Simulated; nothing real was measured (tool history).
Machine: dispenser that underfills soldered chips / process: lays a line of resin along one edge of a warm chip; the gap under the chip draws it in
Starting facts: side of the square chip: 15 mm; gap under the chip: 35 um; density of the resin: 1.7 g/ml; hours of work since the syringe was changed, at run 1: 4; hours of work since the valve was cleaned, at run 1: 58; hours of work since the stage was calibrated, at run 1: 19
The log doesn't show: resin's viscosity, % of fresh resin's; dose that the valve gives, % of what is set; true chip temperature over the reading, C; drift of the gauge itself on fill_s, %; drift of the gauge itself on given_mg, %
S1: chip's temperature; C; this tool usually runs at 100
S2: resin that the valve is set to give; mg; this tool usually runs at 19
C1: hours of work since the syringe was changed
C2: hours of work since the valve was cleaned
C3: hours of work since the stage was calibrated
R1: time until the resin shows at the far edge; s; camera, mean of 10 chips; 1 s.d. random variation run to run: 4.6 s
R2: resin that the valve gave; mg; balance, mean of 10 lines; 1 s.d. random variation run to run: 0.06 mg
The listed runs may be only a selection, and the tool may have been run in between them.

run   hour   S1    S2  C1  C2   C3      R1     R2
  1      0  100    19   4  58   19   621.1  18.25
       3.3  -- dispensing valve cleaned and set on the balance
       4.8  -- new syringe of resin
  2    7.3  100    23   2   3   23   512.7  22.95
  3   12.8  100    23   6   6   27   649.7  22.75
      14.7  -- new syringe of resin
  4   15.8  100    23   1   8   29   471.8  22.78
  5   19.1  100  22.9   3  11   31     547  22.69
      24.8  -- new syringe of resin
  6   25.9  100  22.9   1  15   36   466.7  22.44
  7   31.8  100  22.9   5  19   40   606.2  22.56
      34.7  -- new syringe of resin
  8     35  100    19   0  21   42   459.3  18.66
  9   39.2  101    19   3  24   45   534.5  18.64
 10   43.1  102    19   6  27   47   614.4  18.53
      44.8  -- new syringe of resin
 11   48.4  102    19   2  30   51   502.3  18.69
 12     53  110    19   6  34   54   434.8  18.53
      54.7  -- new syringe of resin
 13     59  110    19   3  38   58   369.8  18.47
 14   63.2  106    19   6  41   61   521.1  18.39
      64.6  -- new syringe of resin
 15     68   90  18.5   2  44   64   859.3  17.94
 16   73.4   90  18.5   6  48   68    1082  17.83
      74.8  -- new syringe of resin
 17     79   90  18.5   3  51   72     904  17.75
 18   83.9  111  22.5   6  55   75   417.4  21.56
      84.8  -- new syringe of resin
 19   89.7  105  22.5   3  58   79   464.6  21.58
      93.2  -- dispensing valve cleaned and set on the balance
      95.9  -- new syringe of resin
 20   96.9  105  22.5   1   2   83     384  22.43
 21  102.2  106  22.7   4   6   87   462.4  22.53
     105.8  -- new syringe of resin
 22  106.2  106  22.7   0   9   89   353.3  22.44
 23  110.2  106  22.7   3  11   92   422.1  22.48
 24  114.4   87    21   6  14   95  1204.1  20.77
     116.2  -- new syringe of resin
 25  120.3   87    21   3  18   99  1012.3  20.58
 26  124.8  111  18.6   6  21  102   429.3  18.28
     126.2  -- new syringe of resin
 27  128.6   96  16.7   2  24  105   638.6  16.37
 28  133.2  103  24.3   5  27  108   519.8   23.7

Per-run results on a tool with no hidden state, each run keeping its own random variation:
run     R1     R2
  1  460.3  19.08
  2    449  23.05
  3  451.5  22.91
  4  448.1  22.98
  5  450.5  22.92
  6  444.5  22.74
  7  448.8  22.94
  8  457.1     19
  9  444.4  19.02
 10  433.3  18.95
 11  417.5  19.16
 12  297.1  19.03
 13  300.8  19.02
 14  353.5  18.99
 15  736.2  18.56
 16  734.1   18.5
 17  735.7  18.47
 18  277.3  22.49
 19  365.5  22.56
 20  362.9  22.52
 21  349.6  22.68
 22  348.2  22.62
 23  350.5  22.71
 24  835.2  21.03
 25    832   20.9
 26  290.4  18.61
 27  575.7  16.69
 28  387.2  24.22
